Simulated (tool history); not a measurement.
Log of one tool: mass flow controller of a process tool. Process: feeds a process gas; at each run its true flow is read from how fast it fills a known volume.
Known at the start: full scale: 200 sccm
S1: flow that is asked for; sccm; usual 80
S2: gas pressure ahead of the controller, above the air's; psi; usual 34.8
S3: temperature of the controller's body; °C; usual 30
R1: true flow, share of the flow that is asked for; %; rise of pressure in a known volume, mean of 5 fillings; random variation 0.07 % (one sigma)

{"run": 1, "hour": 0.0, "S1": 80, "S2": 34.8, "S3": 30, "R1": 98.9}
{"run": 2, "hour": 498.7, "S1": 80, "S2": 34.8, "S3": 30, "R1": 99.1}
{"run": 3, "hour": 770.0, "S1": 80, "S2": 34.8, "S3": 30, "R1": 99.04}
{"run": 4, "hour": 1209.9, "S1": 80, "S2": 34.8, "S3": 30, "R1": 98.99}
{"run": 5, "hour": 1748.9, "S1": 80, "S2": 34.8, "S3": 30, "R1": 98.91}
{"run": 6, "hour": 2235.0, "S1": 80, "S2": 34.8, "S3": 30, "R1": 99.04}
{"run": 7, "hour": 2599.4, "S1": 80, "S2": 34.8, "S3": 30, "R1": 98.93}
{"run": 8, "hour": 3018.9, "S1": 80, "S2": 34.8, "S3": 30, "R1": 99.1}
{"run": 9, "hour": 3409.4, "S1": 150, "S2": 34.8, "S3": 30, "R1": 99.48}
{"run": 10, "hour": 3692.3, "S1": 26, "S2": 34.8, "S3": 30, "R1": 98.63}
{"run": 11, "hour": 4149.1, "S1": 84, "S2": 34.8, "S3": 32, "R1": 98.89}
{"run": 12, "hour": 4524.3, "S1": 84, "S2": 25.2, "S3": 32, "R1": 98.7}
{"run": 13, "hour": 4973.4, "S1": 55, "S2": 26.5, "S3": 26, "R1": 98.65}
{"run": 14, "hour": 5517.2, "S1": 170, "S2": 34.8, "S3": 29, "R1": 99.69}
{"run": 15, "hour": 5776.1, "S1": 134, "S2": 22.8, "S3": 33, "R1": 98.74}
{"run": 16, "hour": 6312.5, "S1": 134, "S2": 32.3, "S3": 33, "R1": 99.25}
{"run": 17, "hour": 6759.3, "S1": 60, "S2": 32.3, "S3": 33, "R1": 98.54}
{"run": 18, "hour": 7074.1, "S1": 120, "S2": 29.9, "S3": 25, "R1": 99.41}
{"run": 19, "hour": 7305.1, "S1": 38, "S2": 38.6, "S3": 27, "R1": 98.91}
{"run": 20, "hour": 7595.2, "S1": 80, "S2": 25.5, "S3": 31, "R1": 98.47}

Taken out of this log: 1 entry between the listed runs. Where each belongs, and how the hidden state differs across it:
Between runs 15 and 16: controller's zero set anew (hour 6187.6)
  flow at rest that the sensor doesn't see, % of full scale: -0.004 -> 0
